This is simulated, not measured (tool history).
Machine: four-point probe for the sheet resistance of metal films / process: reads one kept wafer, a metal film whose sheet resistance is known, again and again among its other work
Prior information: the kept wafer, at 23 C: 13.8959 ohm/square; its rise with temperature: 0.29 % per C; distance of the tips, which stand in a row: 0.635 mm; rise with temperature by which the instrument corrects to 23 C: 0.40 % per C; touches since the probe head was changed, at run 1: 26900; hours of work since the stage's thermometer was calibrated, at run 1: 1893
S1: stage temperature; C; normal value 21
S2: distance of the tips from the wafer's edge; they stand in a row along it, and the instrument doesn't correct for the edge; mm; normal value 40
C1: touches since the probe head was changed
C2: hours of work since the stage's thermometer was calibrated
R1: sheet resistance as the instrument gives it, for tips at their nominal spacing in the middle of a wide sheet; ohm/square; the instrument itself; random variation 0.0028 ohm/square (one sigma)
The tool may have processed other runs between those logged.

{"run": 1, "hour": 0.0, "S1": 21, "S2": 40, "C1": 26900, "C2": 1893, "R1": 13.992372}
{"run": 2, "hour": 29.9, "S1": 21, "S2": 40, "C1": 27348, "C2": 1906, "R1": 13.990745}
{"run": 3, "hour": 74.2, "S1": 21, "S2": 40, "C1": 28009, "C2": 1925, "R1": 13.989083}
{"run": 4, "hour": 115.7, "S1": 21, "S2": 40, "C1": 28629, "C2": 1942, "R1": 13.989079}
{"run": 5, "hour": 139.2, "S1": 26, "S2": 40, "C1": 28980, "C2": 1952, "R1": 13.915878}
{"run": 6, "hour": 183.1, "S1": 26, "S2": 14, "C1": 29638, "C2": 1971, "R1": 13.928677}
{"run": 7, "hour": 228.7, "S1": 26, "S2": 14, "C1": 30318, "C2": 1990, "R1": 13.930395}
{"run": 8, "hour": 259.9, "S1": 21, "S2": 4, "C1": 30785, "C2": 2003, "R1": 14.176835}
{"run": 9, "hour": 285.4, "S1": 21, "S2": 4, "C1": 31166, "C2": 2014, "R1": 14.177953}
{"run": 10, "hour": 307.4, "S1": 21, "S2": 4, "C1": 31495, "C2": 2023, "R1": 14.180557}
{"run": 11, "hour": 351.7, "S1": 21, "S2": 4, "C1": 32158, "C2": 2042, "R1": 14.182111}
{"run": 12, "hour": 383.4, "S1": 21, "S2": 4, "C1": 32631, "C2": 2056, "R1": 14.182928}
{"run": 13, "hour": 425.2, "S1": 21, "S2": 20, "C1": 33257, "C2": 2073, "R1": 13.997906}
{"run": 14, "hour": 449.9, "S1": 21, "S2": 20, "C1": 33626, "C2": 2084, "R1": 14.000285}
{"run": 15, "hour": 501.3, "S1": 32, "S2": 40, "C1": 34394, "C2": 2105, "R1": 13.831241}
{"run": 16, "hour": 525.3, "S1": 32, "S2": 40, "C1": 34753, "C2": 2116, "R1": 13.835623}
{"run": 17, "hour": 568.8, "S1": 32, "S2": 40, "C1": 35402, "C2": 2134, "R1": 13.832334}
{"run": 18, "hour": 611.8, "S1": 21, "S2": 40, "C1": 36046, "C2": 2152, "R1": 13.998301}
{"run": 19, "hour": 653.2, "S1": 21, "S2": 40, "C1": 36664, "C2": 2170, "R1": 13.997744}
{"run": 20, "hour": 696.1, "S1": 21, "S2": 40, "C1": 37306, "C2": 2188, "R1": 14.004591}
{"run": 21, "hour": 748.9, "S1": 21, "S2": 40, "C1": 38095, "C2": 2210, "R1": 14.002105}
{"run": 22, "hour": 794.1, "S1": 21, "S2": 40, "C1": 38770, "C2": 2229, "R1": 13.999336}
{"run": 23, "hour": 817.8, "S1": 21, "S2": 40, "C1": 39125, "C2": 2239, "R1": 14.004811}
{"run": 24, "hour": 852.9, "S1": 21, "S2": 40, "C1": 39649, "C2": 2254, "R1": 14.003049}
{"run": 25, "hour": 898.1, "S1": 21, "S2": 40, "C1": 40325, "C2": 2273, "R1": 14.005744}
{"hour": 908.7, "done": "stage's thermometer calibrated"}
{"run": 26, "hour": 950.3, "S1": 26, "S2": 4, "C1": 41098, "C2": 18, "R1": 14.079375}
{"run": 27, "hour": 986.2, "S1": 26, "S2": 4, "C1": 41636, "C2": 33, "R1": 14.08436}
{"run": 28, "hour": 1023.6, "S1": 31, "S2": 9, "C1": 42195, "C2": 49, "R1": 13.862113}
{"run": 29, "hour": 1070.2, "S1": 31, "S2": 9, "C1": 42891, "C2": 68, "R1": 13.862246}
{"run": 30, "hour": 1113.2, "S1": 31, "S2": 9, "C1": 43534, "C2": 87, "R1": 13.858279}
{"run": 31, "hour": 1161.4, "S1": 32, "S2": 3, "C1": 44254, "C2": 107, "R1": 14.139644}
{"run": 32, "hour": 1185.3, "S1": 35, "S2": 63, "C1": 44612, "C2": 117, "R1": 13.770964}
{"run": 33, "hour": 1229.7, "S1": 21, "S2": 4, "C1": 45275, "C2": 136, "R1": 14.163673}
{"run": 34, "hour": 1265.2, "S1": 19, "S2": 46, "C1": 45806, "C2": 151, "R1": 14.007819}
{"run": 35, "hour": 1304.9, "S1": 19, "S2": 16, "C1": 46400, "C2": 168, "R1": 14.016386}
{"run": 36, "hour": 1335.4, "S1": 22, "S2": 4, "C1": 46855, "C2": 181, "R1": 14.153067}
{"run": 37, "hour": 1361.8, "S1": 22, "S2": 18, "C1": 47251, "C2": 192, "R1": 13.971002}
{"run": 38, "hour": 1397.0, "S1": 26, "S2": 40, "C1": 47777, "C2": 207, "R1": 13.902831}
{"run": 39, "hour": 1432.1, "S1": 22, "S2": 5, "C1": 48301, "C2": 221, "R1": 14.08591}
{"run": 40, "hour": 1468.4, "S1": 22, "S2": 5, "C1": 48844, "C2": 237, "R1": 14.084392}
{"run": 41, "hour": 1511.3, "S1": 22, "S2": 10, "C1": 49485, "C2": 255, "R1": 13.994194}
{"run": 42, "hour": 1560.0, "S1": 23, "S2": 40, "C1": 50212, "C2": 276, "R1": 13.955849}
{"run": 43, "hour": 1590.2, "S1": 32, "S2": 19, "C1": 50664, "C2": 288, "R1": 13.825576}
{"run": 44, "hour": 1626.0, "S1": 32, "S2": 19, "C1": 51200, "C2": 304, "R1": 13.825265}

What does the tool deliver on the next run?
{"run": 45, "hour": 1669.8, "S1": 20, "S2": 30, "C1": 51853, "C2": 322, "R1": "?"}

Logged for run 45: R1 13.999685 ohm/square.
If the tool had no hidden condition, the same run with the same run-to-run variation would have returned R1 13.942870 ohm/square.
